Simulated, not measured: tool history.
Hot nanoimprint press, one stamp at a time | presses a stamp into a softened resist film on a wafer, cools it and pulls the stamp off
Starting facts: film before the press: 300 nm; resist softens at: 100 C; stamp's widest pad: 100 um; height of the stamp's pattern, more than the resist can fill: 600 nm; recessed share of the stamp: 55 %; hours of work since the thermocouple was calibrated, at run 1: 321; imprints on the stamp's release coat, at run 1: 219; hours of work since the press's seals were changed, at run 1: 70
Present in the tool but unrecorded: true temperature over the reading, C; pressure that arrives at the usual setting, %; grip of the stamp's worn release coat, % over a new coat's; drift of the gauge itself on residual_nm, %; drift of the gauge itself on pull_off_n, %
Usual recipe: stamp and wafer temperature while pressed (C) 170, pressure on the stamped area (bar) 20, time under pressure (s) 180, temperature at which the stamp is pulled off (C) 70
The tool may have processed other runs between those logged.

run   hour  stamp and wafer temperature while pressed (C)  pressure on the stamped area (bar)  time under pressure (s)  temperature at which the stamp is pulled off (C)  hours of work since the thermocouple was calibrated  imprints on the stamp's release coat  hours of work since the press's seals were changed  resist left under the stamp's widest pad (angstrom)  greatest force while the stamp is pulled off (N)
  1      0                                            170                                  20                      180                                                70                                                  321                                   219                                                  70                                                 1087                                               232
  2   35.4                                            170                                  20                      180                                                70                                                  336                                   306                                                  85                                                 1082                                               233
  3   69.2                                            170                                12.3                      180                                                70                                                  350                                   389                                                  99                                                 1385                                               235
  4  101.4                                            170                                  20                       90                                                70                                                  364                                   468                                                 112                                                 1407                                               242
  5  141.1                                            170                                  20                      180                                                70                                                  380                                   566                                                 128                                                 1092                                               242
  6  161.4                                            170                                  20                      180                                                70                                                  389                                   616                                                 137                                                 1090                                               242
  7  183.8                                            170                                  20                      180                                                70                                                  398                                   671                                                 146                                                 1097                                               246
     209.5  -- stamp cleaned and given a new release coat
  8  210.8                                            170                                  20                      180                                                70                                                  407                                     3                                                 155                                                 1092                                               226
  9  242.2                                            170                                15.3                      180                                                70                                                  420                                    81                                                 168                                                 1249                                               232
 10  276.1                                            170                                15.3                      180                                                70                                                  434                                   164                                                 182                                                 1247                                               237
 11  294.5                                            170                                  20                      180                                                70                                                  441                                   209                                                 190                                                 1098                                               234
 12  314.3                                            170                                  20                      180                                                72                                                  450                                   258                                                 198                                                 1089                                               224
 13    342                                            170                                  20                      180                                                68                                                  461                                   326                                                 210                                                 1094                                               248
 14  361.6                                            170                                18.2                      180                                                59                                                  469                                   374                                                 218                                                 1148                                               298
 15  400.6                                            177                                18.2                      148                                                78                                                  486                                   470                                                 234                                                 1022                                               196
 16  434.8                                            177                                18.2                      148                                                78                                                  500                                   554                                                 248                                                 1021                                               201
 17  475.5                                            177                                18.9                      221                                                78                                                  517                                   654                                                 265                                                  862                                               199
     500.9  -- plate thermocouple calibrated
     512.2  -- stamp cleaned and given a new release coat
 18  512.2                                            177                                24.6                      199                                                78                                                    2                                     0                                                 277                                                  750                                               180
 19  534.6                                            170                                19.5                      294                                                77                                                   12                                    55                                                 286                                                  890                                               188
 20  571.9                                            178                                31.7                      250                                                77                                                   27                                   146                                                 301                                                  581                                               190
 21  599.3                                            171                                13.1                      180                                                77                                                   38                                   214                                                 313                                                 1286                                               191
 22  620.9                                            164                                16.1                      248                                                73                                                   47                                   267                                                 322                                                 1268                                               216
 23  644.4                                            170                                28.5                      180                                                70                                                   57                                   325                                                 332                                                  890                                               234
 24  681.1                                            175                                17.1                      251                                                76                                                   72                                   415                                                 347                                                  880                                               202
 25  720.4                                            175                                17.1                      251                                                76                                                   89                                   512                                                 363                                                  886                                               200
 26  761.1                                            180                                18.9                      144                                                70                                                  106                                   612                                                 380                                                  920                                               239

A few steps of resist left under the stamp's widest pad (angstrom) between consecutive runs. Split each: what settings, incoming material and random variation would produce without the hidden state, and what is left over for the hidden state, along with gauge scatter present in only one of the two compared results (measured, and without hidden state):
Run 14 -> 15: stamp and wafer temperature while pressed (C) 170 -> 177, time under pressure (s) 180 -> 148, temperature at which the stamp is pulled off (C) 59 -> 78. resist left under the stamp's widest pad (angstrom) -126: hidden state -7, all else -119.
Run 17 -> 18: pressure on the stamped area (bar) 18.9 -> 24.6, time under pressure (s) 221 -> 199, plate thermocouple calibrated, stamp cleaned and given a new release coat. resist left under the stamp's widest pad (angstrom) -112: hidden state -26, all else -86.
Run 20 -> 21: stamp and wafer temperature while pressed (C) 178 -> 171, pressure on the stamped area (bar) 31.7 -> 13.1, time under pressure (s) 250 -> 180. resist left under the stamp's widest pad (angstrom) +705: hidden state +1, all else +704.
Run 22 -> 23: stamp and wafer temperature while pressed (C) 164 -> 170, pressure on the stamped area (bar) 16.1 -> 28.5, time under pressure (s) 248 -> 180, temperature at which the stamp is pulled off (C) 73 -> 70. resist left under the stamp's widest pad (angstrom) -378: hidden state +2, all else -380.

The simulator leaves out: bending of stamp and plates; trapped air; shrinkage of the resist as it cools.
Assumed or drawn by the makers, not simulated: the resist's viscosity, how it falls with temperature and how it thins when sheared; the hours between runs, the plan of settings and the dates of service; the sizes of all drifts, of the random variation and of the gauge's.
